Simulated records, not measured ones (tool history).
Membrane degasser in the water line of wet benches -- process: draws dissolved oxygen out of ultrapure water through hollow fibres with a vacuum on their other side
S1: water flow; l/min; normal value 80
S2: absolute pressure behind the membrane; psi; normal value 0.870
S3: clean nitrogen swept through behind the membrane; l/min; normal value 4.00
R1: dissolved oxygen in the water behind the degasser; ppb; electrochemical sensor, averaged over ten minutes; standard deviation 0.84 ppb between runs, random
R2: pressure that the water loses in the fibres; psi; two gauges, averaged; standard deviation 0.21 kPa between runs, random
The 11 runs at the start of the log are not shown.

| run | day | S1 | S2 | S3 | R1 | R2 |
|---|---|---|---|---|---|---|
| 12 | 48.592 | 80 | 0.870 | 4.00 | 124.6 | 7.020 |
| 13 | 53.371 | 80 | 0.895 | 4.00 | 134.2 | 6.995 |
| 14 | 56.296 | 80 | 0.895 | 4.00 | 131.9 | 6.994 |
| 15 | 60.708 | 80 | 0.895 | 4.00 | 131.7 | 7.000 |
| 16 | 65.654 | 80 | 0.870 | 4.00 | 126.0 | 6.947 |
| 17 | 71.050 | 84 | 1.701 | 4.00 | 385.8 | 7.326 |
| 18 | 74.317 | 104 | 1.839 | 9.18 | 250.4 | 9.065 |
| 19 | 77.208 | 80 | 0.870 | 1.75 | 246.5 | 6.984 |
| 20 | 80.583 | 74 | 0.812 | 1.75 | 202.2 | 6.480 |
| 21 | 84.646 | 115 | 0.870 | 4.00 | 172.2 | 10.061 |
| 22 | 90.812 | 58 | 0.628 | 4.00 | 38.6 | 5.062 |
| 23 | 94.279 | 67 | 0.880 | 4.00 | 109.5 | 5.849 |
| 24 | 99.854 | 112 | 0.870 | 4.00 | 168.9 | 9.720 |
| 25 | 105.612 | 115 | 1.649 | 4.00 | 482.1 | 10.090 |
| 26 | 111.792 | 115 | 1.649 | 4.00 | 479.6 | 10.012 |
| 27 | 115.933 | 75 | 1.417 | 4.00 | 271.9 | 6.547 |
| 28 | 120.317 | 80 | 0.870 | 3.65 | 136.8 | 6.985 |
| 29 | 123.642 | 57 | 0.870 | 11.28 | 35.4 | 5.008 |
| 30 | 127.508 | 50 | 0.963 | 11.70 | 36.2 | 4.377 |
| 31 | 133.904 | 50 | 0.963 | 11.70 | 36.4 | 4.357 |
| 32 | 137.567 | 80 | 0.870 | 3.80 | 130.4 | 6.917 |

Consider 3 possible next runs. They are alternatives, not a sequence: every one starts from the tool as it was left by run 32. What does each give?
| A | 142.021 | 80 | 1.651 | 3.80 | ? | ? |
| B | 142.021 | 98 | 0.664 | 3.88 | ? | ? |
| C | 142.021 | 58 | 2.044 | 4.00 | ? | ? |

| run | R1 | R2 |
|---|---|---|
| A | 370.3 | 6.986 |
| B | 79.5 | 8.509 |
| C | 349.0 | 5.053 |
The same runs, with their run-to-run variation unchanged, on a tool lacking any hidden condition would have given:
| run | R1 | R2 |
|---|---|---|
| A | 370.3 | 6.984 |
| B | 79.4 | 8.506 |
| C | 348.9 | 5.052 |
